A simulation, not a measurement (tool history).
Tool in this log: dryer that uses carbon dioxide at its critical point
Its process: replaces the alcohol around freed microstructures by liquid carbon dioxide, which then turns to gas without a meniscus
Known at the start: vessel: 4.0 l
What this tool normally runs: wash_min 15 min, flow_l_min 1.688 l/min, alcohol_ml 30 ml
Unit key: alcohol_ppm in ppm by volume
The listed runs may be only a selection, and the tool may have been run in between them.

run 1 hour=0 | wash_min=15 flow_l_min=1.688 alcohol_ml=30 | alcohol_ppm=128
run 2 hour=7.4 | wash_min=15 flow_l_min=1.688 alcohol_ml=30 | alcohol_ppm=139
run 3 hour=15.4 | wash_min=15 flow_l_min=1.688 alcohol_ml=30 | alcohol_ppm=134
run 4 hour=22.5 | wash_min=15 flow_l_min=1.688 alcohol_ml=120 | alcohol_ppm=324
run 5 hour=29.6 | wash_min=15 flow_l_min=1.688 alcohol_ml=120 | alcohol_ppm=329
run 6 hour=40.8 | wash_min=15 flow_l_min=1.688 alcohol_ml=49 | alcohol_ppm=181
run 7 hour=54 | wash_min=15 flow_l_min=1.688 alcohol_ml=49 | alcohol_ppm=186
run 8 hour=59.8 | wash_min=15 flow_l_min=1.688 alcohol_ml=49 | alcohol_ppm=199
run 9 hour=72.6 | wash_min=15 flow_l_min=1.688 alcohol_ml=49 | alcohol_ppm=187
run 10 hour=85.6 | wash_min=19 flow_l_min=1.688 alcohol_ml=49 | alcohol_ppm=107
run 11 hour=94.4 | wash_min=19 flow_l_min=1.688 alcohol_ml=49 | alcohol_ppm=107
run 12 hour=105.9 | wash_min=23 flow_l_min=1.37 alcohol_ml=29 | alcohol_ppm=109
run 13 hour=116.3 | wash_min=21 flow_l_min=1.688 alcohol_ml=51 | alcohol_ppm=85
run 14 hour=124.6 | wash_min=23 flow_l_min=1.17 alcohol_ml=87 | alcohol_ppm=256
run 15 hour=132.9 | wash_min=9 flow_l_min=1.688 alcohol_ml=30 | alcohol_ppm=542
run 16 hour=144.3 | wash_min=9 flow_l_min=1.42 alcohol_ml=30 | alcohol_ppm=842
run 17 hour=152.7 | wash_min=18 flow_l_min=2.12 alcohol_ml=30 | alcohol_ppm=98
run 18 hour=166.4 | wash_min=18 flow_l_min=2.12 alcohol_ml=30 | alcohol_ppm=104

Alternative continuations, all from the tool just after run 18; predict every row:
run A hour=173.5 | wash_min=18 flow_l_min=2.44 alcohol_ml=84 | alcohol_ppm=?
run B hour=173.5 | wash_min=17 flow_l_min=1.688 alcohol_ml=52 | alcohol_ppm=?
run C hour=173.5 | wash_min=14 flow_l_min=1.23 alcohol_ml=50 | alcohol_ppm=?
run D hour=173.5 | wash_min=15 flow_l_min=2.09 alcohol_ml=30 | alcohol_ppm=?

run=A alcohol_ppm=102
run=B alcohol_ppm=154
run=C alcohol_ppm=633
run=D alcohol_ppm=112
With no hidden state in the tool, these same runs would have given:
run=A alcohol_ppm=13
run=B alcohol_ppm=44
run=C alcohol_ppm=441
run=D alcohol_ppm=16

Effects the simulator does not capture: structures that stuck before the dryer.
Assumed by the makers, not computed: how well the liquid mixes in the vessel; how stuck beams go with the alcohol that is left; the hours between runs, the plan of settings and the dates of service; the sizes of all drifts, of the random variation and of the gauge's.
